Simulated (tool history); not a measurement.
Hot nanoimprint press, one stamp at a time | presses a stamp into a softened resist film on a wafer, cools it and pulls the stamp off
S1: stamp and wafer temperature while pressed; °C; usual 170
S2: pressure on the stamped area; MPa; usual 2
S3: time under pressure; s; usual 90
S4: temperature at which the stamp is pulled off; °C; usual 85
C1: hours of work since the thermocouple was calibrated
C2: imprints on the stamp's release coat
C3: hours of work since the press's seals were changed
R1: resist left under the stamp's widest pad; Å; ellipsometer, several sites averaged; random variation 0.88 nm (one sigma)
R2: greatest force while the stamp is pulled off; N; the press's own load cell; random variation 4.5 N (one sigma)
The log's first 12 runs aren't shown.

{"run": 13, "day": 14.012, "S1": 170, "S2": 2, "S3": 90, "S4": 85, "C1": 56, "C2": 1817, "C3": 146, "R1": 1498, "R2": 228}
{"run": 14, "day": 14.846, "S1": 170, "S2": 2, "S3": 164, "S4": 85, "C1": 65, "C2": 1849, "C3": 154, "R1": 1204, "R2": 232}
{"run": 15, "day": 15.867, "S1": 170, "S2": 2, "S3": 164, "S4": 85, "C1": 75, "C2": 1888, "C3": 165, "R1": 1211, "R2": 219}
{"day": 16.433, "done": "stamp cleaned and given a new release coat"}
{"run": 16, "day": 16.858, "S1": 170, "S2": 2, "S3": 164, "S4": 85, "C1": 83, "C2": 16, "C3": 173, "R1": 1208, "R2": 223}
{"run": 17, "day": 18.354, "S1": 159, "S2": 2.94, "S3": 96, "S4": 87, "C1": 99, "C2": 74, "C3": 188, "R1": 2017, "R2": 214}
{"run": 18, "day": 19.6, "S1": 171, "S2": 2, "S3": 90, "S4": 80, "C1": 112, "C2": 122, "C3": 202, "R1": 1434, "R2": 239}
{"run": 19, "day": 20.412, "S1": 167, "S2": 1.64, "S3": 90, "S4": 80, "C1": 120, "C2": 153, "C3": 210, "R1": 1928, "R2": 235}
{"run": 20, "day": 22.096, "S1": 162, "S2": 2, "S3": 90, "S4": 85, "C1": 138, "C2": 218, "C3": 228, "R1": 2195, "R2": 220}
{"run": 21, "day": 23.171, "S1": 181, "S2": 2.96, "S3": 97, "S4": 92, "C1": 149, "C2": 259, "C3": 239, "R1": 727, "R2": 193}
{"run": 22, "day": 24.446, "S1": 159, "S2": 2.59, "S3": 90, "S4": 85, "C1": 163, "C2": 309, "C3": 252, "R1": 2211, "R2": 219}
{"run": 23, "day": 25.279, "S1": 170, "S2": 1.66, "S3": 146, "S4": 81, "C1": 171, "C2": 341, "C3": 261, "R1": 1421, "R2": 231}
{"run": 24, "day": 26.225, "S1": 170, "S2": 3.06, "S3": 146, "S4": 81, "C1": 181, "C2": 378, "C3": 271, "R1": 984, "R2": 226}
{"run": 25, "day": 27.921, "S1": 163, "S2": 2, "S3": 90, "S4": 85, "C1": 199, "C2": 443, "C3": 289, "R1": 2092, "R2": 214}
{"run": 26, "day": 29.146, "S1": 175, "S2": 1.34, "S3": 107, "S4": 76, "C1": 212, "C2": 490, "C3": 302, "R1": 1443, "R2": 261}
{"run": 27, "day": 30.133, "S1": 163, "S2": 2.74, "S3": 71, "S4": 76, "C1": 222, "C2": 528, "C3": 312, "R1": 1908, "R2": 257}
{"run": 28, "day": 31.8, "S1": 163, "S2": 2.74, "S3": 71, "S4": 76, "C1": 240, "C2": 593, "C3": 329, "R1": 1907, "R2": 253}
{"run": 29, "day": 33.562, "S1": 167, "S2": 1.4, "S3": 90, "S4": 85, "C1": 258, "C2": 661, "C3": 348, "R1": 2132, "R2": 219}
{"run": 30, "day": 35.225, "S1": 167, "S2": 1.4, "S3": 90, "S4": 85, "C1": 276, "C2": 725, "C3": 365, "R1": 2122, "R2": 223}
{"run": 31, "day": 36.608, "S1": 170, "S2": 1.21, "S3": 90, "S4": 85, "C1": 290, "C2": 778, "C3": 380, "R1": 2030, "R2": 214}

Forecast each of these 3 alternatives for the next run:
{"run": "A", "day": 37.45, "S1": 170, "S2": 2, "S3": 50, "S4": 90, "C1": 299, "C2": 811, "C3": 389, "R1": "?", "R2": "?"}
{"run": "B", "day": 37.45, "S1": 170, "S2": 2, "S3": 58, "S4": 82, "C1": 299, "C2": 811, "C3": 389, "R1": "?", "R2": "?"}
{"run": "C", "day": 37.45, "S1": 177, "S2": 1.92, "S3": 90, "S4": 88, "C1": 299, "C2": 811, "C3": 389, "R1": "?", "R2": "?"}

run=A R1=1849 R2=199
run=B R1=1773 R2=238
run=C R1=1154 R2=212
Without the tool's hidden state the same runs would have given:
run=A R1=1803 R2=197
run=B R1=1729 R2=236
run=C R1=1125 R2=211
